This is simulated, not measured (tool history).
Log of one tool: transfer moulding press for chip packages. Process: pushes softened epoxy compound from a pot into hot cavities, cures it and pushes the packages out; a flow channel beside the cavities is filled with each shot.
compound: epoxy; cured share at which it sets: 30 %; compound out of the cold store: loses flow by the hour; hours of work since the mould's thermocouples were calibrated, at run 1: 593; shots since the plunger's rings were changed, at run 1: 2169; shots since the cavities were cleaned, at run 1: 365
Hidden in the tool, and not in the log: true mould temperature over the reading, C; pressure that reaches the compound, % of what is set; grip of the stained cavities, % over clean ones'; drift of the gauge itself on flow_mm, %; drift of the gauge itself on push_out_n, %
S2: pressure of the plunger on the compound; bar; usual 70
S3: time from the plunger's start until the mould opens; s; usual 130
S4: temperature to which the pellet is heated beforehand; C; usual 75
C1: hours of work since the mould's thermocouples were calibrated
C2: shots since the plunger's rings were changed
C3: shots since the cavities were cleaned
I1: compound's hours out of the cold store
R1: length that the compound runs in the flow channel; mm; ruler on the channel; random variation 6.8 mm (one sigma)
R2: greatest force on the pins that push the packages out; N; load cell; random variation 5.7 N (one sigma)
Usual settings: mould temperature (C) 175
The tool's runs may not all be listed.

run 1 day=0 | mould_temperature_(C)=175 S2=70 S3=130 S4=75 | C1=593 C2=2169 C3=365 | I1=24.9 | R1=808 R2=293
-- day=1.288 cavities cleaned with cleaning compound and waxed
-- day=2.446 mould's thermocouples calibrated
run 2 day=2.462 | mould_temperature_(C)=175 S2=70 S3=130 S4=75 | C1=0 C2=2615 C3=210 | I1=22 | R1=817 R2=271
-- day=4.379 cavities cleaned with cleaning compound and waxed
run 3 day=4.725 | mould_temperature_(C)=175 S2=70 S3=130 S4=75 | C1=29 C2=3038 C3=67 | I1=21.2 | R1=811 R2=224
run 4 day=6.5 | mould_temperature_(C)=175 S2=70 S3=130 S4=75 | C1=52 C2=3380 C3=409 | I1=43 | R1=708 R2=293
-- day=7.525 cavities cleaned with cleaning compound and waxed
run 5 day=9.258 | mould_temperature_(C)=175 S2=70 S3=130 S4=75 | C1=88 C2=3898 C3=333 | I1=16 | R1=824 R2=297
-- day=10.775 cavities cleaned with cleaning compound and waxed
run 6 day=11.158 | mould_temperature_(C)=175 S2=70 S3=130 S4=70 | C1=112 C2=4252 C3=74 | I1=45.8 | R1=694 R2=219
-- day=13.767 cavities cleaned with cleaning compound and waxed
run 7 day=14.533 | mould_temperature_(C)=175 S2=70 S3=130 S4=70 | C1=155 C2=4889 C3=147 | I1=28.1 | R1=745 R2=254
-- day=16.95 cavities cleaned with cleaning compound and waxed
run 8 day=18.075 | mould_temperature_(C)=175 S2=70 S3=130 S4=75 | C1=201 C2=5559 C3=217 | I1=37.6 | R1=697 R2=247
run 9 day=19.7 | mould_temperature_(C)=175 S2=70 S3=130 S4=75 | C1=223 C2=5872 C3=530 | I1=18.7 | R1=782 R2=307
-- day=19.992 cavities cleaned with cleaning compound and waxed
run 10 day=21.425 | mould_temperature_(C)=175 S2=70 S3=130 S4=75 | C1=244 C2=6191 C3=275 | I1=8.9 | R1=820 R2=286
-- day=23.217 cavities cleaned with cleaning compound and waxed
run 11 day=23.858 | mould_temperature_(C)=175 S2=81.9 S3=130 S4=75 | C1=276 C2=6648 C3=123 | I1=32.5 | R1=766 R2=249
-- day=24.571 plunger's sealing rings changed
-- day=26.329 cavities cleaned with cleaning compound and waxed
run 12 day=27.717 | mould_temperature_(C)=175 S2=81.9 S3=130 S4=75 | C1=324 C2=593 C3=267 | I1=22.8 | R1=917 R2=267
-- day=29.462 cavities cleaned with cleaning compound and waxed
run 13 day=31.383 | mould_temperature_(C)=175 S2=81.9 S3=130 S4=75 | C1=371 C2=1287 C3=370 | I1=30.9 | R1=856 R2=291
-- day=32.421 cavities cleaned with cleaning compound and waxed
run 14 day=33.012 | mould_temperature_(C)=173 S2=53.6 S3=120 S4=81 | C1=392 C2=1589 C3=115 | I1=29.7 | R1=689 R2=289
run 15 day=34.783 | mould_temperature_(C)=182 S2=70 S3=124 S4=75 | C1=415 C2=1929 C3=455 | I1=41.2 | R1=708 R2=270
-- day=35.483 cavities cleaned with cleaning compound and waxed
run 16 day=37.608 | mould_temperature_(C)=170 S2=52.2 S3=110 S4=79 | C1=451 C2=2460 C3=409 | I1=18.5 | R1=732 R2=544
-- day=38.683 cavities cleaned with cleaning compound and waxed
run 17 day=40.225 | mould_temperature_(C)=175 S2=58.8 S3=146 S4=75 | C1=485 C2=2952 C3=297 | I1=18 | R1=766 R2=269
-- day=41.754 cavities cleaned with cleaning compound and waxed
run 18 day=42.458 | mould_temperature_(C)=180 S2=65.8 S3=134 S4=76 | C1=514 C2=3370 C3=136 | I1=18 | R1=778 R2=216
run 19 day=44.6 | mould_temperature_(C)=180 S2=65.8 S3=134 S4=76 | C1=542 C2=3781 C3=547 | I1=42.3 | R1=674 R2=276
-- day=44.925 cavities cleaned with cleaning compound and waxed
-- day=48.071 cavities cleaned with cleaning compound and waxed
run 20 day=48.312 | mould_temperature_(C)=169 S2=70 S3=117 S4=75 | C1=589 C2=4472 C3=46 | I1=43.2 | R1=738 R2=353
-- day=51.092 mould's thermocouples calibrated
-- day=51.154 cavities cleaned with cleaning compound and waxed
run 21 day=51.562 | mould_temperature_(C)=172 S2=70 S3=156 S4=75 | C1=5 C2=5069 C3=78 | I1=41 | R1=710 R2=227

Forecast run 22:
-- day=54.233 cavities cleaned with cleaning compound and waxed
run 22 day=54.246 | mould_temperature_(C)=175 S2=70 S3=115 S4=67 | C1=40 C2=5574 C3=3 | I1=41.9 | R1=? R2=?

Run 22 gave R1 690 mm, R2 235 N.
Without the tool's hidden state the same run would have given R1 757 mm, R2 225 N.

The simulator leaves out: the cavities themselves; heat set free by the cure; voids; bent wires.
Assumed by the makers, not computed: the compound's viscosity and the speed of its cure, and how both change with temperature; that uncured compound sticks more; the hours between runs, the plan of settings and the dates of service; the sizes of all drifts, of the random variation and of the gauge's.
